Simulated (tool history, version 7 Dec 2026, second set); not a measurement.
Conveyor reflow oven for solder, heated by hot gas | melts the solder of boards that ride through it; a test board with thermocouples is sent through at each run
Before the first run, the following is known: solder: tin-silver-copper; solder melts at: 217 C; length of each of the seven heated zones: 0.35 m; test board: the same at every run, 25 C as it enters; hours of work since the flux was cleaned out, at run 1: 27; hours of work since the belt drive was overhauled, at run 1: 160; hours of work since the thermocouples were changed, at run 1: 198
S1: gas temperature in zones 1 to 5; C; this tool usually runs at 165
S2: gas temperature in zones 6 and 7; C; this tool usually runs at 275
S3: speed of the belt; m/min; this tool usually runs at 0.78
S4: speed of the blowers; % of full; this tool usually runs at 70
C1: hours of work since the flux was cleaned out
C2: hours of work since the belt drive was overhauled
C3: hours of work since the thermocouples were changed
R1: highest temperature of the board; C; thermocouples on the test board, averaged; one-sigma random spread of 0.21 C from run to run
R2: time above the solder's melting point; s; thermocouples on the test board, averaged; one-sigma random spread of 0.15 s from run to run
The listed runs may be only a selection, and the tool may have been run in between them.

Run 1, hour 0: usual settings; C1 27; C2 160; C3 198. Result: R1 258.7 C, R2 41.3 s.
Run 2, hour 5.3: usual settings but S2 271 C; C1 30; C2 163; C3 200. Result: R1 255.5 C, R2 39.9 s.
Run 3, hour 11: usual settings; C1 33; C2 166; C3 203. Result: R1 258.2 C, R2 41.4 s.
Run 4, hour 15.2: usual settings; C1 35; C2 168; C3 205. Result: R1 258.6 C, R2 41.3 s.
Run 5, hour 20.2: usual settings but S2 283 C; C1 38; C2 170; C3 208. Result: R1 265.5 C, R2 44.5 s.
Run 6, hour 25.5: usual settings but S2 283 C; C1 41; C2 173; C3 211. Result: R1 266 C, R2 44.6 s.
Run 7, hour 33: usual settings but S2 273 C; C1 44; C2 177; C3 214. Result: R1 256.5 C, R2 40.5 s.
Run 8, hour 39.6: usual settings; C1 48; C2 180; C3 218. Result: R1 258.5 C, R2 41.6 s.
Run 9, hour 47.1: usual settings but S4 81 % of full; C1 52; C2 184; C3 222. Result: R1 260.7 C, R2 42.6 s.
At hour 52.8: flux residue cleaned out of gas plates and filters.
Run 10, hour 56.6: usual settings but S4 81 % of full; C1 2; C2 186; C3 224. Result: R1 260.5 C, R2 42.6 s.
Run 11, hour 63: usual settings but S4 81 % of full; C1 5; C2 190; C3 227. Result: R1 260.9 C, R2 42.9 s.
Run 12, hour 72.1: usual settings but S4 81 % of full; C1 10; C2 194; C3 232. Result: R1 260.4 C, R2 42.8 s.
Run 13, hour 79.4: usual settings but S4 81 % of full; C1 14; C2 198; C3 236. Result: R1 261.1 C, R2 42.7 s.
At hour 84.8: flux residue cleaned out of gas plates and filters, once more.
Run 14, hour 90.8: usual settings but S4 81 % of full; C1 3; C2 201; C3 239. Result: R1 261 C, R2 42.6 s.
Run 15, hour 97.2: usual settings but S4 81 % of full; C1 6; C2 205; C3 242. Result: R1 260.9 C, R2 42.8 s.
Run 16, hour 106: usual settings but S4 81 % of full; C1 11; C2 209; C3 247. Result: R1 261 C, R2 42.8 s.
Run 17, hour 114.1: usual settings but S1 159 C, S2 274 C, S3 0.803 m/min; C1 15; C2 213; C3 251. Result: R1 255.4 C, R2 37.6 s.
Run 18, hour 121.1: usual settings but S1 175 C, S2 270 C, S3 0.803 m/min, S4 64 % of full; C1 19; C2 217; C3 254. Result: R1 253.3 C, R2 40 s.
Run 19, hour 127.6: usual settings but S4 78 % of full; C1 22; C2 220; C3 258. Result: R1 260.4 C, R2 42.3 s.
Run 20, hour 133.1: usual settings but S1 164 C, S2 280 C, S3 0.861 m/min; C1 25; C2 223; C3 261. Result: R1 259.2 C, R2 37.3 s.
Run 21, hour 140.1: usual settings but S1 170 C, S2 284 C, S3 0.718 m/min, S4 73 % of full; C1 28; C2 227; C3 264. Result: R1 270.8 C, R2 51.5 s.
Run 22, hour 144.8: usual settings but S1 163 C, S2 288 C, S4 65 % of full; C1 31; C2 229; C3 267. Result: R1 268.8 C, R2 44.9 s.
Run 23, hour 153.2: usual settings but S2 283 C, S3 0.737 m/min; C1 35; C2 233; C3 271. Result: R1 267.4 C, R2 48.1 s.
Run 24, hour 160.4: usual settings but S2 272 C; C1 39; C2 237; C3 275. Result: R1 255.7 C, R2 40.4 s.
Run 25, hour 164.5: usual settings but S1 172 C, S2 289 C, S3 0.776 m/min; C1 41; C2 239; C3 277. Result: R1 272.5 C, R2 48.4 s.
Run 26, hour 172.5: usual settings but S1 175 C, S3 0.81 m/min; C1 45; C2 243; C3 281. Result: R1 259.3 C, R2 42.3 s.
Run 27, hour 178.5: usual settings but S1 166 C, S2 268 C, S3 0.76 m/min, S4 52 % of full; C1 48; C2 246; C3 284. Result: R1 248.3 C, R2 37.1 s.
Run 28, hour 187.3: usual settings but S1 166 C, S2 268 C, S3 0.76 m/min, S4 52 % of full; C1 52; C2 251; C3 288. Result: R1 248.4 C, R2 36.6 s.
Run 29, hour 194.6: usual settings but S1 170 C, S2 283 C, S3 0.791 m/min, S4 83 % of full; C1 56; C2 254; C3 292. Result: R1 269.1 C, R2 45.9 s.
Run 30, hour 199.4: usual settings but S1 170 C, S2 283 C, S3 0.791 m/min, S4 83 % of full; C1 59; C2 257; C3 295. Result: R1 268.8 C, R2 46.1 s.
Run 31, hour 206.9: usual settings but S1 170 C, S2 290 C, S3 0.655 m/min, S4 87 % of full; C1 63; C2 261; C3 298. Result: R1 281.4 C, R2 60.1 s.

Predict each of these 4 candidate next runs independently; none follows another, all start after run 31:
Run A, hour 210.6: usual settings but S1 162 C, S2 265 C, S3 0.66 m/min; C1 64; C2 263; C3 300. Result: R1 ?, R2 ?.
Run B, hour 210.6: usual settings but S1 173 C, S2 290 C, S3 0.846 m/min, S4 87 % of full; C1 64; C2 263; C3 300. Result: R1 ?, R2 ?.
Run C, hour 210.6: usual settings but S2 267 C, S4 59 % of full; C1 64; C2 263; C3 300. Result: R1 ?, R2 ?.
Run D, hour 210.6: usual settings but S3 0.89 m/min, S4 86 % of full; C1 64; C2 263; C3 300. Result: R1 ?, R2 ?.

run     R1    R2
  A  254.1    47
  B  274.2  45.2
  C  248.6  35.9
  D  257.4  35.5
With the hidden condition removed and each run's random variation left untouched, the same runs would have given:
run     R1    R2
  A  254.2  46.9
  B  274.5    45
  C  248.8  35.9
  D  257.7  35.5
